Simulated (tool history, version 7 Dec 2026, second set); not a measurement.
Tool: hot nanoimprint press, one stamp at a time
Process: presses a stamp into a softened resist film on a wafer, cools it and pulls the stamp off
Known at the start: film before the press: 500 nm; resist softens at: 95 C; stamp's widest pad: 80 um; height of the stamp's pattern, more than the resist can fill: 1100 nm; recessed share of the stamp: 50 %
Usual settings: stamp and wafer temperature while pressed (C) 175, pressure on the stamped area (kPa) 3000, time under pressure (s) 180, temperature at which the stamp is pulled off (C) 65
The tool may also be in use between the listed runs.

run   hour  stamp and wafer temperature while pressed (C)  pressure on the stamped area (kPa)  time under pressure (s)  temperature at which the stamp is pulled off (C)  resist left under the stamp's widest pad (Å)  greatest force while the stamp is pulled off (N)
  1    0.0                                            175                                3000                      180                                                65                                          2615                                               224
       8.1  -- plate thermocouple calibrated
  2   12.9                                            175                                3000                      180                                                65                                          2688                                               225
  3   24.2                                            175                                3000                      180                                                65                                          2700                                               234
  4   42.0                                            164                                3000                      180                                                65                                          3509                                               240
  5   51.6                                            175                                3000                      180                                                65                                          2693                                               234
  6   59.5                                            175                                3000                      180                                                65                                          2694                                               241
  7   73.7                                            175                                3000                      180                                                65                                          2701                                               243
  8   91.4                                            175                                3000                      180                                                65                                          2697                                               254
  9  102.8                                            170                                1880                       90                                                51                                          4121                                               318
 10  121.2                                            175                                4140                      291                                                71                                          1950                                               211
 11  135.7                                            184                                3140                      102                                                53                                          2558                                               308
 12  143.8                                            184                                3140                      102                                                53                                          2560                                               314
 13  158.8                                            183                                2240                      180                                                65                                          2543                                               257
 14  174.9                                            175                                3000                      180                                                54                                          2704                                               309
 15  188.8                                            175                                3000                      180                                                54                                          2684                                               314

4 ways to go on from here, each from the tool as it stands after run 15. What would each give?
  A  200.9                                            177                                3000                      177                                                53                                             ?                                                 ?
  B  200.9                                            170                                3000                      221                                                55                                             ?                                                 ?
  C  200.9                                            181                                3000                      180                                                52                                             ?                                                 ?
  D  200.9                                            174                                3020                      180                                                52                                             ?                                                 ?

run  resist left under the stamp's widest pad (Å)  greatest force while the stamp is pulled off (N)
  A                                          2571                                               317
  B                                          2866                                               311
  C                                          2311                                               329
  D                                          2766                                               330
Without the tool's hidden state the same runs would have given:
run  resist left under the stamp's widest pad (Å)  greatest force while the stamp is pulled off (N)
  A                                          2585                                               273
  B                                          2884                                               268
  C                                          2323                                               284
  D                                          2781                                               285
